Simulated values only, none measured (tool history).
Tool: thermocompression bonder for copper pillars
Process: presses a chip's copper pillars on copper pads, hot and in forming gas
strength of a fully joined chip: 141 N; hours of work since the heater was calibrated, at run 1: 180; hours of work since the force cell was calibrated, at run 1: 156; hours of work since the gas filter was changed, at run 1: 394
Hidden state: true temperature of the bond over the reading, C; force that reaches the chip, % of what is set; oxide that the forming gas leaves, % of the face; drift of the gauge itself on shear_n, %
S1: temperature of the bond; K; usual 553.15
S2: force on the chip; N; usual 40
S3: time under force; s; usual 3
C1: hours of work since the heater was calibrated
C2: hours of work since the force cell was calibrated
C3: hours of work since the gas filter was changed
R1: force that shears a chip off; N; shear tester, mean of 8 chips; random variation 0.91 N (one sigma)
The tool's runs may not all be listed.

| run | hour | S1 | S2 | S3 | C1 | C2 | C3 | R1 |
|---|---|---|---|---|---|---|---|---|
| 1 | 0.0 | 553.15 | 40 | 3 | 180 | 156 | 394 | 77.1 |
| 2 | 10.8 | 553.15 | 40 | 3 | 189 | 164 | 402 | 75.4 |
| 3 | 19.8 | 553.15 | 40 | 3 | 195 | 171 | 409 | 74.0 |
| 4 | 26.0 | 553.15 | 40 | 3 | 200 | 176 | 414 | 74.7 |
| 5 | 36.1 | 553.15 | 40 | 3 | 208 | 183 | 422 | 75.1 |
| 6 | 41.4 | 553.15 | 40 | 3 | 212 | 187 | 426 | 76.2 |
| 7 | 52.6 | 553.15 | 40 | 3 | 221 | 196 | 434 | 74.3 |
| 8 | 59.0 | 553.15 | 40 | 3 | 225 | 201 | 439 | 77.5 |
| 9 | 63.5 | 553.15 | 40 | 3 | 229 | 204 | 443 | 73.4 |
|  | 65.8 | forming gas filter changed |
| 10 | 68.5 | 553.15 | 40 | 3 | 232 | 208 | 2 | 76.2 |
| 11 | 78.5 | 553.15 | 40 | 3 | 240 | 215 | 10 | 73.0 |
| 12 | 89.2 | 553.15 | 40 | 3 | 248 | 224 | 18 | 75.2 |
| 13 | 95.4 | 553.15 | 40 | 3 | 253 | 228 | 23 | 77.4 |
| 14 | 102.0 | 553.15 | 40 | 3 | 258 | 233 | 28 | 76.4 |
| 15 | 107.3 | 553.15 | 40 | 3 | 262 | 237 | 32 | 75.8 |
| 16 | 112.1 | 553.15 | 40 | 3 | 266 | 241 | 35 | 76.2 |
| 17 | 120.2 | 553.15 | 40 | 3 | 272 | 247 | 42 | 75.0 |
| 18 | 131.3 | 553.15 | 40 | 3 | 280 | 256 | 50 | 75.0 |
| 19 | 140.5 | 553.15 | 40 | 3 | 287 | 263 | 57 | 77.8 |
| 20 | 149.3 | 553.15 | 40 | 3 | 294 | 270 | 64 | 76.0 |
| 21 | 158.3 | 553.15 | 28 | 3 | 301 | 276 | 71 | 62.2 |
| 22 | 168.9 | 553.15 | 28 | 3 | 309 | 285 | 79 | 62.4 |
| 23 | 174.3 | 553.15 | 28 | 3 | 313 | 289 | 83 | 63.4 |
| 24 | 179.4 | 553.15 | 28 | 3 | 317 | 293 | 87 | 62.3 |
| 25 | 184.9 | 553.15 | 28 | 3 | 321 | 297 | 91 | 63.2 |
| 26 | 193.6 | 569.15 | 26 | 6 | 328 | 303 | 98 | 94.0 |
| 27 | 201.8 | 569.15 | 26 | 6 | 334 | 310 | 104 | 93.0 |
| 28 | 209.7 | 569.15 | 26 | 6 | 340 | 316 | 110 | 94.9 |
| 29 | 214.8 | 569.15 | 26 | 6 | 344 | 320 | 114 | 93.7 |
| 30 | 219.9 | 569.15 | 26 | 6 | 348 | 324 | 118 | 93.9 |
| 31 | 224.8 | 546.15 | 40 | 3 | 352 | 327 | 122 | 66.6 |
| 32 | 232.3 | 575.15 | 24 | 2 | 358 | 333 | 127 | 67.9 |
| 33 | 237.4 | 553.15 | 27 | 3 | 362 | 337 | 131 | 61.9 |
| 34 | 244.6 | 580.15 | 36 | 2 | 367 | 342 | 137 | 88.3 |
| 35 | 253.4 | 552.15 | 31 | 3 | 374 | 349 | 144 | 64.5 |
| 36 | 258.9 | 553.15 | 40 | 3 | 378 | 353 | 148 | 74.7 |
| 37 | 266.6 | 553.15 | 42 | 8 | 384 | 359 | 154 | 101.9 |
| 38 | 274.0 | 562.15 | 40 | 4 | 390 | 365 | 159 | 92.4 |
| 39 | 284.2 | 558.15 | 39 | 3 | 397 | 373 | 167 | 78.5 |
| 40 | 290.5 | 558.15 | 39 | 3 | 402 | 378 | 172 | 79.6 |

Forecast each of these 4 alternatives for the next run:
| A | 295.4 | 563.15 | 39 | 3 | 406 | 381 | 176 | ? |
| B | 295.4 | 559.15 | 27 | 2 | 406 | 381 | 176 | ? |
| C | 295.4 | 580.15 | 58 | 4 | 406 | 381 | 176 | ? |
| D | 295.4 | 553.15 | 36 | 3 | 406 | 381 | 176 | ? |

| run | R1 |
|---|---|
| A | 84.2 |
| B | 57.9 |
| C | 118.5 |
| D | 69.9 |
Without the tool's hidden state the same runs would have given:
| run | R1 |
|---|---|
| A | 84.6 |
| B | 58.3 |
| C | 118.9 |
| D | 70.3 |

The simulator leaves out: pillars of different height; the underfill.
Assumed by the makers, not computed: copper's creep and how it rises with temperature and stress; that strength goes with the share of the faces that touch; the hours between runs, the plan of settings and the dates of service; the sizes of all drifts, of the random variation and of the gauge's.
